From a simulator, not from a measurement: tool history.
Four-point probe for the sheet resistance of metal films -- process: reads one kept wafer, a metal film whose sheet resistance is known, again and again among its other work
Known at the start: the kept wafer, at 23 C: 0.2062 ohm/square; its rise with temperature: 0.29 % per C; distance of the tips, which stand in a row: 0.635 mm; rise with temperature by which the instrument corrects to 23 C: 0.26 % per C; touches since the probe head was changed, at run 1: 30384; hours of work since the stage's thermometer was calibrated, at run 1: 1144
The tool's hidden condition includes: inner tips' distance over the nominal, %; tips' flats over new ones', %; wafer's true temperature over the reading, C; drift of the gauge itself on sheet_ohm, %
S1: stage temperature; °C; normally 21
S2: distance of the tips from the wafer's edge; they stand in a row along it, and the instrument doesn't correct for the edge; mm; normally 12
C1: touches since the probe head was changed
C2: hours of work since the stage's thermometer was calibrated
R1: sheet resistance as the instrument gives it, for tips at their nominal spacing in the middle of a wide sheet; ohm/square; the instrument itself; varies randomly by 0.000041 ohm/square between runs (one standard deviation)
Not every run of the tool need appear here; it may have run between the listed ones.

{"run": 1, "hour": 0.0, "S1": 21, "S2": 12, "C1": 30384, "C2": 1144, "R1": 0.205486}
{"run": 2, "hour": 15.0, "S1": 21, "S2": 12, "C1": 30833, "C2": 1154, "R1": 0.205546}
{"run": 3, "hour": 37.8, "S1": 21, "S2": 4, "C1": 31513, "C2": 1169, "R1": 0.207932}
{"run": 4, "hour": 73.6, "S1": 21, "S2": 12, "C1": 32580, "C2": 1193, "R1": 0.20552}
{"run": 5, "hour": 93.8, "S1": 21, "S2": 12, "C1": 33181, "C2": 1206, "R1": 0.205481}
{"run": 6, "hour": 113.5, "S1": 21, "S2": 12, "C1": 33770, "C2": 1220, "R1": 0.205512}
{"run": 7, "hour": 137.2, "S1": 21, "S2": 12, "C1": 34478, "C2": 1235, "R1": 0.205543}
{"run": 8, "hour": 170.8, "S1": 21, "S2": 12, "C1": 35479, "C2": 1258, "R1": 0.205447}
{"run": 9, "hour": 196.2, "S1": 21, "S2": 12, "C1": 36236, "C2": 1274, "R1": 0.205484}
{"run": 10, "hour": 224.1, "S1": 21, "S2": 12, "C1": 37070, "C2": 1293, "R1": 0.205305}
{"run": 11, "hour": 247.1, "S1": 21, "S2": 12, "C1": 37755, "C2": 1308, "R1": 0.205459}
{"run": 12, "hour": 268.7, "S1": 21, "S2": 12, "C1": 38397, "C2": 1323, "R1": 0.205425}
{"run": 13, "hour": 291.7, "S1": 21, "S2": 12, "C1": 39084, "C2": 1338, "R1": 0.205367}
{"run": 14, "hour": 313.5, "S1": 21, "S2": 12, "C1": 39735, "C2": 1352, "R1": 0.205442}
{"run": 15, "hour": 340.8, "S1": 21, "S2": 12, "C1": 40551, "C2": 1371, "R1": 0.205357}
{"run": 16, "hour": 363.1, "S1": 21, "S2": 12, "C1": 41214, "C2": 1385, "R1": 0.205291}
{"run": 17, "hour": 390.3, "S1": 21, "S2": 12, "C1": 42025, "C2": 1403, "R1": 0.205395}
{"run": 18, "hour": 426.0, "S1": 21, "S2": 12, "C1": 43091, "C2": 1427, "R1": 0.205317}
{"run": 19, "hour": 451.3, "S1": 21, "S2": 12, "C1": 43846, "C2": 1444, "R1": 0.205321}
{"run": 20, "hour": 483.8, "S1": 26, "S2": 12, "C1": 44813, "C2": 1465, "R1": 0.205609}
{"run": 21, "hour": 511.4, "S1": 26, "S2": 12, "C1": 45637, "C2": 1484, "R1": 0.205573}
{"run": 22, "hour": 527.0, "S1": 21, "S2": 12, "C1": 46102, "C2": 1494, "R1": 0.20539}
{"run": 23, "hour": 559.6, "S1": 31, "S2": 11, "C1": 47076, "C2": 1516, "R1": 0.205969}
{"run": 24, "hour": 585.1, "S1": 31, "S2": 11, "C1": 47836, "C2": 1533, "R1": 0.206001}
{"run": 25, "hour": 612.8, "S1": 31, "S2": 11, "C1": 48661, "C2": 1551, "R1": 0.206056}
{"run": 26, "hour": 635.5, "S1": 29, "S2": 12, "C1": 49338, "C2": 1566, "R1": 0.205685}
{"run": 27, "hour": 653.1, "S1": 29, "S2": 12, "C1": 49864, "C2": 1578, "R1": 0.205819}
{"run": 28, "hour": 668.9, "S1": 30, "S2": 27, "C1": 50336, "C2": 1588, "R1": 0.205542}
{"run": 29, "hour": 701.7, "S1": 26, "S2": 12, "C1": 51312, "C2": 1610, "R1": 0.205561}
{"run": 30, "hour": 737.7, "S1": 21, "S2": 24, "C1": 52387, "C2": 1634, "R1": 0.204985}
{"run": 31, "hour": 755.3, "S1": 35, "S2": 31, "C1": 52912, "C2": 1646, "R1": 0.205851}
{"run": 32, "hour": 781.3, "S1": 21, "S2": 20, "C1": 53688, "C2": 1663, "R1": 0.205045}
{"run": 33, "hour": 817.6, "S1": 21, "S2": 20, "C1": 54769, "C2": 1687, "R1": 0.204956}
{"run": 34, "hour": 835.3, "S1": 21, "S2": 20, "C1": 55297, "C2": 1699, "R1": 0.204952}
{"run": 35, "hour": 853.0, "S1": 21, "S2": 45, "C1": 55825, "C2": 1711, "R1": 0.204912}
{"run": 36, "hour": 890.2, "S1": 23, "S2": 62, "C1": 56936, "C2": 1735, "R1": 0.205016}
{"run": 37, "hour": 907.9, "S1": 30, "S2": 4, "C1": 57463, "C2": 1747, "R1": 0.208218}
{"run": 38, "hour": 926.2, "S1": 24, "S2": 3, "C1": 58011, "C2": 1759, "R1": 0.209953}
{"run": 39, "hour": 944.5, "S1": 24, "S2": 3, "C1": 58555, "C2": 1771, "R1": 0.209823}
{"run": 40, "hour": 979.4, "S1": 24, "S2": 3, "C1": 59595, "C2": 1795, "R1": 0.209906}
{"run": 41, "hour": 1008.0, "S1": 30, "S2": 45, "C1": 60450, "C2": 1814, "R1": 0.205357}
{"run": 42, "hour": 1023.8, "S1": 30, "S2": 45, "C1": 60919, "C2": 1824, "R1": 0.205436}
{"run": 43, "hour": 1047.2, "S1": 30, "S2": 45, "C1": 61619, "C2": 1840, "R1": 0.205482}
{"run": 44, "hour": 1073.3, "S1": 24, "S2": 8, "C1": 62398, "C2": 1857, "R1": 0.205662}

Alternative continuations, all from the tool just after run 44; predict every row:
{"run": "A", "hour": 1098.3, "S1": 22, "S2": 70, "C1": 63142, "C2": 1873, "R1": "?"}
{"run": "B", "hour": 1098.3, "S1": 30, "S2": 12, "C1": 63142, "C2": 1873, "R1": "?"}
{"run": "C", "hour": 1098.3, "S1": 32, "S2": 9, "C1": 63142, "C2": 1873, "R1": "?"}
{"run": "D", "hour": 1098.3, "S1": 21, "S2": 42, "C1": 63142, "C2": 1873, "R1": "?"}
{"run": "E", "hour": 1098.3, "S1": 23, "S2": 15, "C1": 63142, "C2": 1873, "R1": "?"}

run=A R1=0.204846
run=B R1=0.205622
run=C R1=0.206051
run=D R1=0.204931
run=E R1=0.205144
The same runs, with their run-to-run variation unchanged, on a tool lacking any hidden condition would have given:
run=A R1=0.206105
run=B R1=0.206882
run=C R1=0.207312
run=D R1=0.206191
run=E R1=0.206404
